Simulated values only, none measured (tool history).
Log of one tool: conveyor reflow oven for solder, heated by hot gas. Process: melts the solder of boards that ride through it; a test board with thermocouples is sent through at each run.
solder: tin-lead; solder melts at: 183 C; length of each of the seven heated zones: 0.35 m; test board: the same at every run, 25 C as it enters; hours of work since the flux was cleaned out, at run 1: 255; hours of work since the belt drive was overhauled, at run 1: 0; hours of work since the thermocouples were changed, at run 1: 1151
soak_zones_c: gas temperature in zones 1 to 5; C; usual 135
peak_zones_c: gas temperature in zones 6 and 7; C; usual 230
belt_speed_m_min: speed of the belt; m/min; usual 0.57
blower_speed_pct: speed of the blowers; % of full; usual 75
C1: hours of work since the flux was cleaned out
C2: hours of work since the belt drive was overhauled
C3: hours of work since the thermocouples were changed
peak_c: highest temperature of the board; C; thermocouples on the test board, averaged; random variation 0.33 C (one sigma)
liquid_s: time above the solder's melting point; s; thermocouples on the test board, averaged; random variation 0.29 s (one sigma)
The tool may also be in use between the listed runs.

run 1 hour=0 | soak_zones_c=135 peak_zones_c=230 belt_speed_m_min=0.57 blower_speed_pct=75 | C1=255 C2=0 C3=1151 | peak_c=214.2 liquid_s=52.4
-- hour=40.9 flux residue cleaned out of gas plates and filters
run 2 hour=52.6 | soak_zones_c=135 peak_zones_c=230 belt_speed_m_min=0.57 blower_speed_pct=75 | C1=7 C2=30 C3=1182 | peak_c=214.2 liquid_s=52.7
run 3 hour=94.7 | soak_zones_c=135 peak_zones_c=227 belt_speed_m_min=0.57 blower_speed_pct=75 | C1=34 C2=57 C3=1209 | peak_c=211.6 liquid_s=50.1
run 4 hour=128.9 | soak_zones_c=135 peak_zones_c=227 belt_speed_m_min=0.57 blower_speed_pct=75 | C1=56 C2=79 C3=1230 | peak_c=211.5 liquid_s=49.7
run 5 hour=171.9 | soak_zones_c=135 peak_zones_c=227 belt_speed_m_min=0.57 blower_speed_pct=75 | C1=83 C2=106 C3=1258 | peak_c=212.1 liquid_s=50
run 6 hour=195.4 | soak_zones_c=135 peak_zones_c=227 belt_speed_m_min=0.57 blower_speed_pct=75 | C1=98 C2=121 C3=1273 | peak_c=211.3 liquid_s=49.9
run 7 hour=238.4 | soak_zones_c=135 peak_zones_c=227 belt_speed_m_min=0.57 blower_speed_pct=75 | C1=126 C2=149 C3=1300 | peak_c=212 liquid_s=49.6
run 8 hour=268.5 | soak_zones_c=135 peak_zones_c=230 belt_speed_m_min=0.57 blower_speed_pct=75 | C1=145 C2=168 C3=1319 | peak_c=214.6 liquid_s=52.2
run 9 hour=306.2 | soak_zones_c=135 peak_zones_c=230 belt_speed_m_min=0.57 blower_speed_pct=75 | C1=169 C2=192 C3=1343 | peak_c=214.4 liquid_s=52.3
run 10 hour=359.5 | soak_zones_c=135 peak_zones_c=230 belt_speed_m_min=0.57 blower_speed_pct=75 | C1=203 C2=226 C3=1377 | peak_c=214.7 liquid_s=52.6
run 11 hour=394.4 | soak_zones_c=135 peak_zones_c=230 belt_speed_m_min=0.57 blower_speed_pct=75 | C1=225 C2=248 C3=1400 | peak_c=214 liquid_s=52.5
run 12 hour=419.5 | soak_zones_c=135 peak_zones_c=228 belt_speed_m_min=0.57 blower_speed_pct=75 | C1=241 C2=264 C3=1416 | peak_c=213 liquid_s=51.1
run 13 hour=442.5 | soak_zones_c=135 peak_zones_c=228 belt_speed_m_min=0.525 blower_speed_pct=75 | C1=256 C2=279 C3=1430 | peak_c=215.2 liquid_s=57.3
-- hour=476.7 flux residue cleaned out of gas plates and filters
-- hour=483.6 thermocouples of zones 6 and 7 changed
run 14 hour=493.1 | soak_zones_c=135 peak_zones_c=228 belt_speed_m_min=0.525 blower_speed_pct=75 | C1=9 C2=307 C3=6 | peak_c=215.3 liquid_s=58.6
run 15 hour=520.5 | soak_zones_c=135 peak_zones_c=230 belt_speed_m_min=0.57 blower_speed_pct=75 | C1=27 C2=324 C3=24 | peak_c=214.9 liquid_s=52.4
run 16 hour=549.6 | soak_zones_c=132 peak_zones_c=244 belt_speed_m_min=0.6 blower_speed_pct=75 | C1=45 C2=343 C3=42 | peak_c=225 liquid_s=54.9
run 17 hour=601.7 | soak_zones_c=132 peak_zones_c=244 belt_speed_m_min=0.6 blower_speed_pct=75 | C1=78 C2=376 C3=75 | peak_c=224.2 liquid_s=55.1
run 18 hour=626 | soak_zones_c=140 peak_zones_c=224 belt_speed_m_min=0.609 blower_speed_pct=88 | C1=94 C2=391 C3=91 | peak_c=209.8 liquid_s=47.2
run 19 hour=679.1 | soak_zones_c=140 peak_zones_c=230 belt_speed_m_min=0.658 blower_speed_pct=75 | C1=128 C2=425 C3=125 | peak_c=210.8 liquid_s=43.3
run 20 hour=724.8 | soak_zones_c=135 peak_zones_c=230 belt_speed_m_min=0.515 blower_speed_pct=83 | C1=157 C2=454 C3=154 | peak_c=219.2 liquid_s=62.5
run 21 hour=748.3 | soak_zones_c=135 peak_zones_c=230 belt_speed_m_min=0.515 blower_speed_pct=83 | C1=172 C2=469 C3=169 | peak_c=218.2 liquid_s=61.6
run 22 hour=772.9 | soak_zones_c=141 peak_zones_c=244 belt_speed_m_min=0.595 blower_speed_pct=69 | C1=187 C2=485 C3=184 | peak_c=225.4 liquid_s=59.1
run 23 hour=820.6 | soak_zones_c=127 peak_zones_c=230 belt_speed_m_min=0.57 blower_speed_pct=61 | C1=218 C2=515 C3=215 | peak_c=211 liquid_s=45.8
run 24 hour=857.4 | soak_zones_c=129 peak_zones_c=234 belt_speed_m_min=0.57 blower_speed_pct=74 | C1=241 C2=539 C3=238 | peak_c=216.8 liquid_s=52.6
-- hour=916.1 flux residue cleaned out of gas plates and filters
run 25 hour=919.4 | soak_zones_c=132 peak_zones_c=232 belt_speed_m_min=0.472 blower_speed_pct=81 | C1=2 C2=575 C3=275 | peak_c=221.7 liquid_s=69.8
run 26 hour=951.9 | soak_zones_c=132 peak_zones_c=232 belt_speed_m_min=0.472 blower_speed_pct=81 | C1=23 C2=596 C3=295 | peak_c=221.5 liquid_s=70.3
run 27 hour=995.9 | soak_zones_c=132 peak_zones_c=232 belt_speed_m_min=0.472 blower_speed_pct=83 | C1=51 C2=624 C3=323 | peak_c=222.4 liquid_s=70.5

How the hidden state differs across the entries between the runs, from the last listed run before each to the first after it:
Between runs 1 and 2: flux residue cleaned out of gas plates and filters (hour 40.9)
  heat that the gas passes to the board, % of a clean oven's: 99.7 -> 100; true gas temperature in zones 6 and 7 over the reading, C: -0.21 -> -0.22
Between runs 13 and 14: flux residue cleaned out of gas plates and filters (hour 476.7); thermocouples of zones 6 and 7 changed (hour 483.6)
  heat that the gas passes to the board, % of a clean oven's: 99.7 -> 100; true gas temperature in zones 6 and 7 over the reading, C: -0.26 -> 0
Between runs 24 and 25: flux residue cleaned out of gas plates and filters (hour 916.1)
  heat that the gas passes to the board, % of a clean oven's: 99.8 -> 99.9; true gas temperature in zones 6 and 7 over the reading, C: -0.04 -> -0.05

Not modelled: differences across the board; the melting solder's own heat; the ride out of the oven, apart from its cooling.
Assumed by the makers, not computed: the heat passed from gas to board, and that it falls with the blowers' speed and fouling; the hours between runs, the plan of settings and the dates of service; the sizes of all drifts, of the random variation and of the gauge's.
